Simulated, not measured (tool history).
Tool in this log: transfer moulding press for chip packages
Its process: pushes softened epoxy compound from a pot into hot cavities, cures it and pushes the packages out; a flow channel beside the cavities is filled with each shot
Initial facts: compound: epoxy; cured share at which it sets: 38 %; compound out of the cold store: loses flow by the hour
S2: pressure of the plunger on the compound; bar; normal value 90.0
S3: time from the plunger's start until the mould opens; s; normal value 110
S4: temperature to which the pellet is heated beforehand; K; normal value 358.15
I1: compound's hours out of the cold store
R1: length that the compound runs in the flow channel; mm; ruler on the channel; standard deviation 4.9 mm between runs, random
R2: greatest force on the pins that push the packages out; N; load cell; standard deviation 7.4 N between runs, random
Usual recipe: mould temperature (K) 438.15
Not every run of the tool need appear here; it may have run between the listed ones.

Run 1, day 0.000: usual settings; I1 22.6. Result: R1 965 mm, R2 324 N.
Run 2, day 0.646: usual settings; I1 33.1. Result: R1 935 mm, R2 310 N.
Run 3, day 1.392: usual settings; I1 41.8. Result: R1 911 mm, R2 315 N.
Run 4, day 2.921: usual settings but S3 142 s; I1 20.5. Result: R1 973 mm, R2 266 N.
Run 5, day 3.629: usual settings; I1 43.1. Result: R1 901 mm, R2 310 N.
At day 3.983: plunger's sealing rings changed.
At day 4.046: cavities cleaned with cleaning compound and waxed.
Run 6, day 4.896: usual settings; I1 18.9. Result: R1 973 mm, R2 312 N.
Run 7, day 6.212: usual settings; I1 43.9. Result: R1 899 mm, R2 299 N.
Run 8, day 6.879: usual settings; I1 27.7. Result: R1 949 mm, R2 318 N.
At day 8.083: cavities cleaned with cleaning compound and waxed.
Run 9, day 8.246: usual settings but S3 94 s; I1 37.7. Result: R1 926 mm, R2 395 N.
Run 10, day 9.533: usual settings but S2 69.7 bar, S3 94 s; I1 45.7. Result: R1 791 mm, R2 406 N.
Run 11, day 10.496: usual settings but S2 96.5 bar; I1 40.8. Result: R1 942 mm, R2 319 N.
At day 12.042: cavities cleaned with cleaning compound and waxed.
Run 12, day 12.042: usual settings; I1 30.8. Result: R1 949 mm, R2 313 N.
Run 13, day 13.408: usual settings; I1 40.2. Result: R1 915 mm, R2 317 N.
Run 14, day 14.862: usual settings; I1 16.1. Result: R1 982 mm, R2 322 N.
At day 16.067: cavities cleaned with cleaning compound and waxed.
Run 15, day 16.125: usual settings; I1 18.6. Result: R1 990 mm, R2 318 N.
Run 16, day 17.662: usual settings; I1 30.2. Result: R1 940 mm, R2 326 N.
Run 17, day 18.829: usual settings; I1 11.5. Result: R1 1013 mm, R2 329 N.
Run 18, day 19.742: usual settings but mould temperature (K) 436.15, S3 101 s; I1 47.2. Result: R1 905 mm, R2 400 N.
At day 20.012: cavities cleaned with cleaning compound and waxed.
Run 19, day 20.496: usual settings but S4 362.15 K; I1 32.7. Result: R1 943 mm, R2 307 N.
Run 20, day 21.758: usual settings but mould temperature (K) 432.15, S2 99.5 bar, S3 107 s, S4 361.15 K; I1 33.2. Result: R1 1028 mm, R2 493 N.
Run 21, day 23.088: usual settings but mould temperature (K) 432.15, S2 99.5 bar, S3 107 s, S4 361.15 K; I1 9.4. Result: R1 1104 mm, R2 556 N.
At day 23.996: cavities cleaned with cleaning compound and waxed.
Run 22, day 24.550: usual settings but mould temperature (K) 432.15, S2 79.7 bar, S3 147 s, S4 357.15 K; I1 26.8. Result: R1 925 mm, R2 304 N.
Run 23, day 25.471: usual settings but S2 77.4 bar; I1 44.3. Result: R1 841 mm, R2 306 N.
At day 25.958: mould's thermocouples calibrated.
Run 24, day 26.192: usual settings but S2 77.4 bar; I1 21.9. Result: R1 905 mm, R2 320 N.
Run 25, day 27.683: usual settings but mould temperature (K) 444.15, S2 90.5 bar, S3 92 s, S4 361.15 K; I1 26.5. Result: R1 931 mm, R2 284 N.
At day 28.050: cavities cleaned with cleaning compound and waxed.
Run 26, day 28.467: usual settings but mould temperature (K) 444.15, S2 90.5 bar, S3 92 s, S4 361.15 K; I1 20.3. Result: R1 939 mm, R2 300 N.
Run 27, day 29.825: usual settings but mould temperature (K) 444.15, S2 106.2 bar, S3 94 s, S4 366.15 K; I1 33.7. Result: R1 991 mm, R2 273 N.
Run 28, day 30.558: usual settings but mould temperature (K) 437.15, S2 103.3 bar, S3 111 s, S4 351.15 K; I1 36.1. Result: R1 1004 mm, R2 325 N.

What if the next run were any one of these 3? Each begins from the tool's condition after run 28:
At day 31.821: plunger's sealing rings changed.
Run A, day 31.821: usual settings but mould temperature (K) 437.15, S2 78.9 bar, S3 111 s, S4 351.15 K; I1 12.4. Result: R1 ?, R2 ?.
At day 31.821: plunger's sealing rings changed.
Run B, day 31.821: usual settings but mould temperature (K) 437.15, S2 96.6 bar, S3 140 s, S4 351.15 K; I1 34.3. Result: R1 ?, R2 ?.
At day 31.821: plunger's sealing rings changed.
Run C, day 31.821: usual settings but mould temperature (K) 439.15, S2 72.0 bar, S3 91 s; I1 31.3. Result: R1 ?, R2 ?.

run   R1   R2
  A  948  348
  B  967  265
  C  836  419
What these runs would have given with no unlogged condition in the tool:
run   R1   R2
  A  948  344
  B  967  262
  C  836  415

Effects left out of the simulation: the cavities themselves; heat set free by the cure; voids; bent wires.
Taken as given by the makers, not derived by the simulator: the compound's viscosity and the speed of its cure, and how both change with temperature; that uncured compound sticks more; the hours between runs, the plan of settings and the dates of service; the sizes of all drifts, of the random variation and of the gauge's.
